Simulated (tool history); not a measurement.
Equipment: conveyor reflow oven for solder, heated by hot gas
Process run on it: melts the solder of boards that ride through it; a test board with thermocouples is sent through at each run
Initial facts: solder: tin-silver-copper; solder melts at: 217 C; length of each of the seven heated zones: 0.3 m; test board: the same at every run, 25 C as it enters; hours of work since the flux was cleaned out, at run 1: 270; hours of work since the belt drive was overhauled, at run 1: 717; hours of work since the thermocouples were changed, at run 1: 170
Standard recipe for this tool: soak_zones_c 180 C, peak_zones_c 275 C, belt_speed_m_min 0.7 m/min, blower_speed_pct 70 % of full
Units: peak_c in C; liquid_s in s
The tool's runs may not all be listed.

| run | hour | soak_zones_c | peak_zones_c | belt_speed_m_min | blower_speed_pct | hours of work since the flux was cleaned out | hours of work since the belt drive was overhauled | hours of work since the thermocouples were changed | peak_c | liquid_s |
|---|---|---|---|---|---|---|---|---|---|---|
| 1 | 0 | 180 | 275 | 0.7 | 70 | 270 | 717 | 170 | 258.2 | 43.1 |
|  | 32.4 | belt drive overhauled, speed set with a stopwatch |
| 2 | 48.2 | 180 | 285 | 0.7 | 70 | 304 | 12 | 204 | 267.6 | 46.8 |
| 3 | 91.8 | 180 | 285 | 0.7 | 70 | 337 | 45 | 237 | 268 | 47 |
| 4 | 139.3 | 180 | 275 | 0.7 | 51 | 373 | 82 | 274 | 253.5 | 40.4 |
| 5 | 172.4 | 180 | 275 | 0.7 | 70 | 399 | 107 | 299 | 259 | 43.7 |
|  | 180.7 | belt drive overhauled, speed set with a stopwatch, once more |
| 6 | 208.9 | 180 | 275 | 0.7 | 70 | 424 | 22 | 324 | 258.5 | 41.7 |
| 7 | 240.3 | 180 | 275 | 0.7 | 70 | 448 | 46 | 348 | 257.7 | 41.9 |
| 8 | 267.8 | 180 | 275 | 0.7 | 67 | 469 | 67 | 369 | 257.6 | 41.6 |
|  | 279.5 | flux residue cleaned out of gas plates and filters |
| 9 | 293.7 | 180 | 275 | 0.7 | 86 | 11 | 83 | 385 | 264 | 44.6 |
| 10 | 314.8 | 180 | 275 | 0.7 | 86 | 27 | 99 | 401 | 263.3 | 44.4 |
| 11 | 358.4 | 180 | 275 | 0.7 | 68 | 60 | 132 | 435 | 259 | 42.7 |
| 12 | 385.5 | 180 | 275 | 0.7 | 68 | 81 | 153 | 455 | 259.2 | 43.3 |
| 13 | 406.4 | 180 | 284 | 0.7 | 68 | 97 | 169 | 471 | 267.2 | 45.6 |
| 14 | 436.5 | 180 | 284 | 0.7 | 68 | 120 | 192 | 494 | 267.5 | 45.7 |
| 15 | 469.3 | 180 | 275 | 0.7 | 70 | 145 | 217 | 519 | 260.2 | 43.2 |
| 16 | 509.3 | 175 | 275 | 0.77 | 70 | 176 | 248 | 550 | 255.5 | 35.8 |
| 17 | 542.1 | 180 | 270 | 0.648 | 80 | 201 | 273 | 575 | 260 | 47.4 |
| 18 | 588.6 | 180 | 270 | 0.648 | 80 | 237 | 308 | 611 | 259.8 | 47.4 |
| 19 | 632.4 | 180 | 275 | 0.7 | 67 | 270 | 342 | 644 | 258.9 | 42.7 |
| 20 | 678.7 | 180 | 275 | 0.7 | 67 | 306 | 377 | 680 | 259 | 42.6 |
| 21 | 714.8 | 169 | 279 | 0.7 | 80 | 333 | 405 | 707 | 264 | 42.4 |
| 22 | 748.7 | 188 | 265 | 0.7 | 61 | 359 | 431 | 733 | 251.2 | 41.4 |
| 23 | 796.7 | 169 | 277 | 0.675 | 79 | 396 | 468 | 770 | 263.5 | 43.6 |
| 24 | 827 | 184 | 277 | 0.826 | 79 | 419 | 491 | 793 | 258.5 | 36.8 |
| 25 | 858.5 | 180 | 275 | 0.663 | 57 | 443 | 515 | 817 | 258.3 | 44.8 |
| 26 | 889.1 | 169 | 282 | 0.7 | 70 | 467 | 538 | 841 | 264 | 42 |
|  | 901.4 | flux residue cleaned out of gas plates and filters |
| 27 | 915.4 | 168 | 288 | 0.7 | 70 | 11 | 555 | 857 | 271.2 | 44.6 |
| 28 | 965.3 | 168 | 288 | 0.7 | 70 | 49 | 593 | 895 | 270.8 | 44.5 |
| 29 | 987.3 | 168 | 288 | 0.7 | 70 | 66 | 610 | 912 | 270.6 | 44.3 |
| 30 | 1029.7 | 168 | 288 | 0.7 | 70 | 98 | 642 | 945 | 270.4 | 44.9 |

Forecast each of these 4 alternatives for the next run:
| A | 1076.8 | 168 | 288 | 0.7 | 70 | 134 | 678 | 981 | ? | ? |
| B | 1076.8 | 171 | 275 | 0.591 | 70 | 134 | 678 | 981 | ? | ? |
| C | 1076.8 | 172 | 288 | 0.7 | 65 | 134 | 678 | 981 | ? | ? |
| D | 1076.8 | 190 | 285 | 0.7 | 51 | 134 | 678 | 981 | ? | ? |

| run | peak_c | liquid_s |
|---|---|---|
| A | 271 | 44.5 |
| B | 265.8 | 52.4 |
| C | 269.7 | 45.4 |
| D | 266.2 | 48.2 |
What these runs would have given with no unlogged condition in the tool:
| run | peak_c | liquid_s |
|---|---|---|
| A | 267.9 | 42.8 |
| B | 262.5 | 50.4 |
| C | 266.6 | 43.7 |
| D | 263.1 | 46.4 |

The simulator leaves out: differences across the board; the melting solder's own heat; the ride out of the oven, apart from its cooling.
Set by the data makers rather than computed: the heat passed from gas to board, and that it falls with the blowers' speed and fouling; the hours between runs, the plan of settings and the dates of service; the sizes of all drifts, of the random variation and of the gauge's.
